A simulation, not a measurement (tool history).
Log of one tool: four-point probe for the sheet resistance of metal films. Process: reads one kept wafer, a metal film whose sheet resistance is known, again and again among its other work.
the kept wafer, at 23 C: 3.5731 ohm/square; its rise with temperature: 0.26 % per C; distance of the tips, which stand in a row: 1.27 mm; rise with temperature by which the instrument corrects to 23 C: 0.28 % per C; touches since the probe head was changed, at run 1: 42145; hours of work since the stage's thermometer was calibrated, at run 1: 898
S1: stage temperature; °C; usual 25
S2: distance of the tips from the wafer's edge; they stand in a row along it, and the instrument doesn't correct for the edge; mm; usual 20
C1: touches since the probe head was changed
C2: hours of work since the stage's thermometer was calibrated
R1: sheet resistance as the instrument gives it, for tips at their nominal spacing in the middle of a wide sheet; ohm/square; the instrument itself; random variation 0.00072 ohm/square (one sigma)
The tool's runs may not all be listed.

run,hour,S1,S2,C1,C2,R1
1,0,25,20,42145,898,3.579707
2,47.7,25,20,43045,925,3.579166
3,121.1,20,20,44431,968,3.582504
4,203.9,20,20,45994,1016,3.582761
5,288.5,25,20,47592,1065,3.579098
6,368.1,25,20,49095,1112,3.579727
7,436.8,25,20,50391,1152,3.579837
8,492.4,25,20,51441,1184,3.578868
9,536.1,25,20,52267,1209,3.581601
10,620.6,25,20,53862,1259,3.579196
11,667.1,25,20,54740,1286,3.579876
12,717.5,25,20,55691,1315,3.579301
13,775.2,25,20,56781,1348,3.58021
14,814.5,25,20,57522,1371,3.580073
15,860.3,25,48,58388,1398,3.573805
16,955.7,22,20,60189,1453,3.582343
17,1037.4,22,20,61732,1501,3.580997
18,1096.7,22,20,62851,1535,3.582354
19,1173.7,25,20,64304,1580,3.580692
20,1217,25,20,65122,1605,3.580363
21,1283.5,25,20,66378,1644,3.579929
22,1363.9,21,20,67896,1691,3.583327
23,1407,25,18,68710,1716,3.582855
24,1455.2,25,18,69619,1744,3.582426
25,1511.7,33,47,70685,1777,3.569389
26,1589.3,33,47,72151,1822,3.569562
27,1646.8,18,35,73237,1855,3.579471
28,1705.7,18,35,74348,1890,3.578815
29,1765.9,28,12,75485,1925,3.591771
30,1814.9,35,34,76410,1953,3.569199
31,1905.5,35,34,78122,2006,3.568374
32,1959.8,35,34,79147,2037,3.570297
33,2008.8,35,34,80071,2066,3.569005
34,2092.1,25,5,81643,2114,3.692733
# hour 2133.2: stage's thermometer calibrated
35,2162,31,5,82954,17,3.688238
36,2211.3,19,42,83885,45,3.57891
37,2264,34,60,84879,76,3.568053
38,2323.3,30,27,85999,111,3.573063
39,2378.2,20,27,87036,142,3.579374
40,2446.2,20,27,88319,182,3.580458
41,2526.6,20,27,89839,229,3.577624
42,2601.3,19,67,91248,272,3.577019
43,2662.6,23,12,92407,308,3.595119
44,2723.4,23,12,93553,343,3.595638
45,2768.9,26,6,94413,370,3.65407
46,2821,26,6,95397,400,3.656026

How the hidden state differs across the entries between the runs, from the last listed run before each to the first after it:
Between runs 34 and 35: stage's thermometer calibrated (hour 2133.2)
  wafer's true temperature over the reading, C: 0.01 -> 0
